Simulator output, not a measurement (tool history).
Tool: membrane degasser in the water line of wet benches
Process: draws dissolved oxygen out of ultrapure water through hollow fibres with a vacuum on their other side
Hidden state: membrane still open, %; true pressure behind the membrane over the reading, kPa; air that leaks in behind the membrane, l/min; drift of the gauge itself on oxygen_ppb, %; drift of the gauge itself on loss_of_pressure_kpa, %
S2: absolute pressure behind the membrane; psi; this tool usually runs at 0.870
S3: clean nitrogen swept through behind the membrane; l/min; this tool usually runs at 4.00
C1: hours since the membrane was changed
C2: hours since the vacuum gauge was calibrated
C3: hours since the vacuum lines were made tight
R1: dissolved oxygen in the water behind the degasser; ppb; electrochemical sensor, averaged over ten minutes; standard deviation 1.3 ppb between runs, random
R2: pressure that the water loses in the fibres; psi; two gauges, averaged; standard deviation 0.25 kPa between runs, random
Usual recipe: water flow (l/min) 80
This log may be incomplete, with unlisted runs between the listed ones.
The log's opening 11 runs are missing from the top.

Run 12, hour 765.7: usual settings but S2 1.954 psi; C1 2258; C2 2258; C3 1098. Result: R1 446.8 ppb, R2 9.744 psi.
Run 13, hour 831.3: usual settings but water flow (l/min) 53; C1 2323; C2 2323; C3 1164. Result: R1 88.2 ppb, R2 6.386 psi.
Run 14, hour 925.7: usual settings but water flow (l/min) 53; C1 2418; C2 2418; C3 1258. Result: R1 85.5 ppb, R2 6.482 psi.
Run 15, hour 995.1: usual settings but water flow (l/min) 53; C1 2487; C2 2487; C3 1328. Result: R1 85.9 ppb, R2 6.461 psi.
Run 16, hour 1068.2: usual settings but water flow (l/min) 53, S2 1.688 psi; C1 2560; C2 2560; C3 1401. Result: R1 254.5 ppb, R2 6.427 psi.
Run 17, hour 1121.9: usual settings but water flow (l/min) 65, S3 1.99 l/min; C1 2614; C2 2614; C3 1454. Result: R1 189.2 ppb, R2 7.945 psi.
Run 18, hour 1195.3: usual settings but water flow (l/min) 64, S2 2.104 psi, S3 3.47 l/min; C1 2687; C2 2687; C3 1528. Result: R1 455.2 ppb, R2 7.807 psi.
Run 19, hour 1236.0: usual settings but water flow (l/min) 104, S2 2.104 psi, S3 3.47 l/min; C1 2728; C2 2728; C3 1569. Result: R1 699.0 ppb, R2 12.656 psi.
Run 20, hour 1303.7: usual settings but water flow (l/min) 70, S2 0.992 psi, S3 4.48 l/min; C1 2796; C2 2796; C3 1636. Result: R1 129.3 ppb, R2 8.467 psi.
Run 21, hour 1343.0: usual settings but water flow (l/min) 70, S2 0.992 psi, S3 4.48 l/min; C1 2835; C2 2835; C3 1676. Result: R1 132.3 ppb, R2 8.528 psi.
Run 22, hour 1429.7: usual settings but water flow (l/min) 84, S2 1.282 psi, S3 6.19 l/min; C1 2922; C2 2922; C3 1762. Result: R1 185.9 ppb, R2 10.203 psi.
Run 23, hour 1474.3: usual settings but water flow (l/min) 83, S2 0.647 psi, S3 11.63 l/min; C1 2966; C2 2966; C3 1807. Result: R1 30.0 ppb, R2 10.122 psi.
Run 24, hour 1524.9: usual settings but water flow (l/min) 83, S2 0.760 psi, S3 11.63 l/min; C1 3017; C2 3017; C3 1857. Result: R1 42.9 ppb, R2 10.166 psi.
Run 25, hour 1585.0: usual settings but water flow (l/min) 127, S2 0.692 psi, S3 1.91 l/min; C1 3077; C2 3077; C3 1918. Result: R1 246.4 ppb, R2 15.547 psi.
Run 26, hour 1638.6: usual settings but water flow (l/min) 127, S2 0.692 psi, S3 1.91 l/min; C1 3131; C2 3131; C3 1971. Result: R1 248.3 ppb, R2 15.532 psi.
Run 27, hour 1736.5: usual settings but water flow (l/min) 127, S2 0.692 psi, S3 1.91 l/min; C1 3229; C2 3229; C3 2069. Result: R1 247.1 ppb, R2 15.436 psi.

Run 28 has not been measured yet. What should we expect?
Run 28, hour 1831.4: usual settings but water flow (l/min) 68, S2 0.656 psi, S3 3.44 l/min; C1 3323; C2 3323; C3 2164. Result: R1 ?, R2 ?.

Run 28 produced R1 60.0 ppb, R2 8.267 psi.
If the tool had no hidden condition, the same run with the same run-to-run variation would have returned R1 59.7 ppb, R2 8.266 psi.

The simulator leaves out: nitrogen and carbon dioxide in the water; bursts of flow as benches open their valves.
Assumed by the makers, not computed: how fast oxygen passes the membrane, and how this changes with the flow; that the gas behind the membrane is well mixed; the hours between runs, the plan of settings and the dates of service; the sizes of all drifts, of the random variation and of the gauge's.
